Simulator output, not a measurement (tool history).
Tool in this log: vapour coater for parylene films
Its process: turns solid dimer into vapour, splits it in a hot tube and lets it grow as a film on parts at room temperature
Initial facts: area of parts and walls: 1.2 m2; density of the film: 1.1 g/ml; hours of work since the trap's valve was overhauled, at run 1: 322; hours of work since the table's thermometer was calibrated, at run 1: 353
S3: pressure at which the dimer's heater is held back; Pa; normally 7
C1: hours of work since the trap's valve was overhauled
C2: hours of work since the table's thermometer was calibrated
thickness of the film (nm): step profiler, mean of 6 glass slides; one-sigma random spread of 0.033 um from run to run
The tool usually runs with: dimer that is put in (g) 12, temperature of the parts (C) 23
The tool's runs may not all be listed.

run 1 hour=0 | dimer_that_is_put_in_(g)=12 temperature_of_the_parts_(C)=23 S3=7 | C1=322 C2=353 | thickness_of_the_film_(nm)=6460
run 2 hour=27.9 | dimer_that_is_put_in_(g)=12 temperature_of_the_parts_(C)=23 S3=7 | C1=336 C2=368 | thickness_of_the_film_(nm)=6480
run 3 hour=61.3 | dimer_that_is_put_in_(g)=12 temperature_of_the_parts_(C)=23 S3=7 | C1=354 C2=386 | thickness_of_the_film_(nm)=6460
run 4 hour=90.4 | dimer_that_is_put_in_(g)=12 temperature_of_the_parts_(C)=23 S3=3.6 | C1=370 C2=401 | thickness_of_the_film_(nm)=7080
run 5 hour=107.5 | dimer_that_is_put_in_(g)=12 temperature_of_the_parts_(C)=23 S3=3.6 | C1=379 C2=411 | thickness_of_the_film_(nm)=7040
run 6 hour=124.1 | dimer_that_is_put_in_(g)=12 temperature_of_the_parts_(C)=23 S3=3.6 | C1=388 C2=419 | thickness_of_the_film_(nm)=7050
run 7 hour=143.9 | dimer_that_is_put_in_(g)=12 temperature_of_the_parts_(C)=23 S3=3.6 | C1=398 C2=430 | thickness_of_the_film_(nm)=6970
run 8 hour=168.5 | dimer_that_is_put_in_(g)=12 temperature_of_the_parts_(C)=23 S3=3.6 | C1=411 C2=443 | thickness_of_the_film_(nm)=7000
run 9 hour=190.6 | dimer_that_is_put_in_(g)=13 temperature_of_the_parts_(C)=23 S3=7 | C1=423 C2=455 | thickness_of_the_film_(nm)=7030
run 10 hour=218.1 | dimer_that_is_put_in_(g)=12 temperature_of_the_parts_(C)=20 S3=7 | C1=438 C2=470 | thickness_of_the_film_(nm)=7170
run 11 hour=238.1 | dimer_that_is_put_in_(g)=12 temperature_of_the_parts_(C)=20 S3=7 | C1=448 C2=480 | thickness_of_the_film_(nm)=7190
run 12 hour=258.9 | dimer_that_is_put_in_(g)=12 temperature_of_the_parts_(C)=20 S3=7 | C1=459 C2=491 | thickness_of_the_film_(nm)=7140
run 13 hour=284.7 | dimer_that_is_put_in_(g)=12 temperature_of_the_parts_(C)=20 S3=7 | C1=473 C2=505 | thickness_of_the_film_(nm)=7100
run 14 hour=303.6 | dimer_that_is_put_in_(g)=12 temperature_of_the_parts_(C)=20 S3=7 | C1=483 C2=515 | thickness_of_the_film_(nm)=7170
run 15 hour=335.1 | dimer_that_is_put_in_(g)=12 temperature_of_the_parts_(C)=31 S3=7 | C1=500 C2=532 | thickness_of_the_film_(nm)=5030
run 16 hour=350.7 | dimer_that_is_put_in_(g)=12 temperature_of_the_parts_(C)=20 S3=7 | C1=508 C2=540 | thickness_of_the_film_(nm)=7170
run 17 hour=377.7 | dimer_that_is_put_in_(g)=12 temperature_of_the_parts_(C)=20 S3=7 | C1=523 C2=554 | thickness_of_the_film_(nm)=7190
run 18 hour=399.4 | dimer_that_is_put_in_(g)=12 temperature_of_the_parts_(C)=20 S3=7 | C1=534 C2=566 | thickness_of_the_film_(nm)=7150
run 19 hour=414.5 | dimer_that_is_put_in_(g)=12 temperature_of_the_parts_(C)=20 S3=7 | C1=542 C2=574 | thickness_of_the_film_(nm)=7150
run 20 hour=437.5 | dimer_that_is_put_in_(g)=12 temperature_of_the_parts_(C)=20 S3=3.37 | C1=554 C2=586 | thickness_of_the_film_(nm)=7730
run 21 hour=452 | dimer_that_is_put_in_(g)=17 temperature_of_the_parts_(C)=23 S3=7 | C1=562 C2=594 | thickness_of_the_film_(nm)=9220
run 22 hour=484.3 | dimer_that_is_put_in_(g)=17 temperature_of_the_parts_(C)=23 S3=7 | C1=579 C2=611 | thickness_of_the_film_(nm)=9250
-- hour=501.5 trap's valve overhauled
run 23 hour=519.8 | dimer_that_is_put_in_(g)=17 temperature_of_the_parts_(C)=23 S3=7 | C1=10 C2=628 | thickness_of_the_film_(nm)=9230
run 24 hour=536.8 | dimer_that_is_put_in_(g)=5 temperature_of_the_parts_(C)=19 S3=3.69 | C1=19 C2=637 | thickness_of_the_film_(nm)=3310
run 25 hour=569.9 | dimer_that_is_put_in_(g)=20 temperature_of_the_parts_(C)=18 S3=7 | C1=36 C2=655 | thickness_of_the_film_(nm)=12810
run 26 hour=584.3 | dimer_that_is_put_in_(g)=7 temperature_of_the_parts_(C)=33 S3=7 | C1=44 C2=662 | thickness_of_the_film_(nm)=2740
run 27 hour=608.5 | dimer_that_is_put_in_(g)=12 temperature_of_the_parts_(C)=23 S3=2.95 | C1=57 C2=675 | thickness_of_the_film_(nm)=7180
run 28 hour=634.2 | dimer_that_is_put_in_(g)=12 temperature_of_the_parts_(C)=23 S3=6.43 | C1=71 C2=689 | thickness_of_the_film_(nm)=6530
run 29 hour=662.3 | dimer_that_is_put_in_(g)=12 temperature_of_the_parts_(C)=23 S3=6.43 | C1=86 C2=704 | thickness_of_the_film_(nm)=6570
run 30 hour=688.5 | dimer_that_is_put_in_(g)=12 temperature_of_the_parts_(C)=23 S3=6.43 | C1=100 C2=718 | thickness_of_the_film_(nm)=6540
run 31 hour=709.8 | dimer_that_is_put_in_(g)=12 temperature_of_the_parts_(C)=23 S3=6.43 | C1=111 C2=729 | thickness_of_the_film_(nm)=6550
run 32 hour=724.4 | dimer_that_is_put_in_(g)=7 temperature_of_the_parts_(C)=24 S3=6.09 | C1=119 C2=737 | thickness_of_the_film_(nm)=3760
run 33 hour=746.1 | dimer_that_is_put_in_(g)=7 temperature_of_the_parts_(C)=24 S3=6.09 | C1=130 C2=749 | thickness_of_the_film_(nm)=3710
run 34 hour=778.3 | dimer_that_is_put_in_(g)=7 temperature_of_the_parts_(C)=18 S3=9.74 | C1=147 C2=766 | thickness_of_the_film_(nm)=4310
run 35 hour=798.7 | dimer_that_is_put_in_(g)=7 temperature_of_the_parts_(C)=18 S3=9.74 | C1=158 C2=777 | thickness_of_the_film_(nm)=4280
run 36 hour=812.3 | dimer_that_is_put_in_(g)=12 temperature_of_the_parts_(C)=29 S3=7.83 | C1=165 C2=784 | thickness_of_the_film_(nm)=5350
run 37 hour=844.3 | dimer_that_is_put_in_(g)=12 temperature_of_the_parts_(C)=23 S3=2.14 | C1=183 C2=801 | thickness_of_the_film_(nm)=7480
run 38 hour=873 | dimer_that_is_put_in_(g)=9 temperature_of_the_parts_(C)=33 S3=11.23 | C1=198 C2=816 | thickness_of_the_film_(nm)=3330
run 39 hour=891.4 | dimer_that_is_put_in_(g)=12 temperature_of_the_parts_(C)=18 S3=7 | C1=208 C2=826 | thickness_of_the_film_(nm)=7630
run 40 hour=914.4 | dimer_that_is_put_in_(g)=12 temperature_of_the_parts_(C)=22 S3=7 | C1=220 C2=838 | thickness_of_the_film_(nm)=6710
run 41 hour=941.9 | dimer_that_is_put_in_(g)=12 temperature_of_the_parts_(C)=17 S3=7 | C1=235 C2=853 | thickness_of_the_film_(nm)=7820
run 42 hour=970.2 | dimer_that_is_put_in_(g)=6 temperature_of_the_parts_(C)=19 S3=7 | C1=250 C2=868 | thickness_of_the_film_(nm)=3650
run 43 hour=999.8 | dimer_that_is_put_in_(g)=6 temperature_of_the_parts_(C)=19 S3=7 | C1=265 C2=884 | thickness_of_the_film_(nm)=3670
run 44 hour=1027.7 | dimer_that_is_put_in_(g)=6 temperature_of_the_parts_(C)=19 S3=7 | C1=280 C2=898 | thickness_of_the_film_(nm)=3680
run 45 hour=1046.6 | dimer_that_is_put_in_(g)=13 temperature_of_the_parts_(C)=28 S3=2.82 | C1=290 C2=909 | thickness_of_the_film_(nm)=6650
run 46 hour=1072.4 | dimer_that_is_put_in_(g)=22 temperature_of_the_parts_(C)=27 S3=7.7 | C1=304 C2=922 | thickness_of_the_film_(nm)=10390

Below are 5 alternative next runs, each starting from the tool's condition after run 46. Predict each:
run A hour=1093.3 | dimer_that_is_put_in_(g)=5 temperature_of_the_parts_(C)=34 S3=4.99 | C1=315 C2=933 | thickness_of_the_film_(nm)=?
run B hour=1093.3 | dimer_that_is_put_in_(g)=22 temperature_of_the_parts_(C)=24 S3=2.68 | C1=315 C2=933 | thickness_of_the_film_(nm)=?
run C hour=1093.3 | dimer_that_is_put_in_(g)=6 temperature_of_the_parts_(C)=23 S3=4.23 | C1=315 C2=933 | thickness_of_the_film_(nm)=?
run D hour=1093.3 | dimer_that_is_put_in_(g)=10 temperature_of_the_parts_(C)=19 S3=9.32 | C1=315 C2=933 | thickness_of_the_film_(nm)=?
run E hour=1093.3 | dimer_that_is_put_in_(g)=22 temperature_of_the_parts_(C)=16 S3=7.7 | C1=315 C2=933 | thickness_of_the_film_(nm)=?

run=A thickness_of_the_film_(nm)=1980
run=B thickness_of_the_film_(nm)=13000
run=C thickness_of_the_film_(nm)=3450
run=D thickness_of_the_film_(nm)=6010
run=E thickness_of_the_film_(nm)=14700
Had the tool no hidden state, the same runs would have come out as:
run=A thickness_of_the_film_(nm)=1990
run=B thickness_of_the_film_(nm)=13020
run=C thickness_of_the_film_(nm)=3460
run=D thickness_of_the_film_(nm)=6010
run=E thickness_of_the_film_(nm)=14730
